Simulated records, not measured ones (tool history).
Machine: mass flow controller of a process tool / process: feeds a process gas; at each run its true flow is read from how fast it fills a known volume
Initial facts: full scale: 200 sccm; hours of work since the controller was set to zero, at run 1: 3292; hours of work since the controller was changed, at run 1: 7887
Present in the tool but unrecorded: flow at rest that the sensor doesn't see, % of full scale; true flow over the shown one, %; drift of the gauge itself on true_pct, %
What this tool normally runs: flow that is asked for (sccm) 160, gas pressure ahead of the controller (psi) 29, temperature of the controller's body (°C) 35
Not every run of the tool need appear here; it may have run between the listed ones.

| run | hour | flow that is asked for (sccm) | gas pressure ahead of the controller (psi) | temperature of the controller's body (°C) | hours of work since the controller was set to zero | hours of work since the controller was changed | true flow (%) |
|---|---|---|---|---|---|---|---|
| 1 | 0 | 160 | 29 | 35 | 3292 | 7887 | 100.8 |
| 2 | 343.1 | 160 | 29 | 35 | 3491 | 8086 | 101.02 |
| 3 | 686.4 | 160 | 29 | 35 | 3690 | 8285 | 101.09 |
| 4 | 921 | 160 | 29 | 35 | 3826 | 8421 | 101.05 |
| 5 | 1177.7 | 160 | 29 | 35 | 3975 | 8570 | 101.01 |
| 6 | 1397.4 | 160 | 29 | 30 | 4103 | 8698 | 101.33 |
| 7 | 1669.2 | 160 | 29 | 30 | 4260 | 8855 | 101.31 |
|  | 1833.6 | controller's zero set anew |
| 8 | 1952.3 | 160 | 29 | 30 | 69 | 9019 | 102.33 |
| 9 | 2170.5 | 160 | 29 | 30 | 195 | 9146 | 102.45 |
| 10 | 2469.3 | 160 | 32.8 | 35 | 369 | 9319 | 101.92 |
| 11 | 2778.1 | 160 | 32.8 | 35 | 548 | 9499 | 102.05 |
| 12 | 3120.1 | 160 | 32.8 | 35 | 746 | 9697 | 101.92 |
| 13 | 3272.7 | 71 | 35.4 | 35 | 835 | 9786 | 100.96 |
| 14 | 3501.3 | 22 | 31.5 | 34 | 968 | 9918 | 99.57 |
| 15 | 3836.2 | 103 | 29.9 | 28 | 1162 | 10113 | 102.11 |
| 16 | 4136.2 | 160 | 36.7 | 25 | 1336 | 10287 | 102.46 |
| 17 | 4355.9 | 160 | 22.5 | 25 | 1464 | 10414 | 103.05 |
| 18 | 4675 | 160 | 22.5 | 25 | 1649 | 10599 | 102.98 |
| 19 | 5007.3 | 90 | 38 | 35 | 1841 | 10792 | 101.16 |
| 20 | 5202.2 | 21 | 29 | 35 | 1955 | 10905 | 98.13 |
| 21 | 5428.2 | 21 | 33.9 | 28 | 2086 | 11036 | 98.03 |
| 22 | 5645.9 | 21 | 33.9 | 28 | 2212 | 11163 | 97.81 |
| 23 | 5970.1 | 21 | 33.9 | 28 | 2400 | 11351 | 97.65 |
| 24 | 6321 | 106 | 37.4 | 37 | 2604 | 11554 | 101.32 |

5 ways to go on from here, each from the tool as it stands after run 24. What would each give?
| A | 6618.5 | 82 | 30.7 | 37 | 2776 | 11727 | ? |
| B | 6618.5 | 103 | 39.5 | 29 | 2776 | 11727 | ? |
| C | 6618.5 | 160 | 25.5 | 35 | 2776 | 11727 | ? |
| D | 6618.5 | 140 | 22.3 | 33 | 2776 | 11727 | ? |
| E | 6618.5 | 160 | 22.9 | 35 | 2776 | 11727 | ? |

| run | true flow (%) |
|---|---|
| A | 101.13 |
| B | 101.67 |
| C | 102.66 |
| D | 102.43 |
| E | 102.54 |
Stripped of hidden state, with their random variation kept, the same runs would have yielded:
| run | true flow (%) |
|---|---|
| A | 98.73 |
| B | 98.99 |
| C | 99.58 |
| D | 99.45 |
| E | 99.45 |
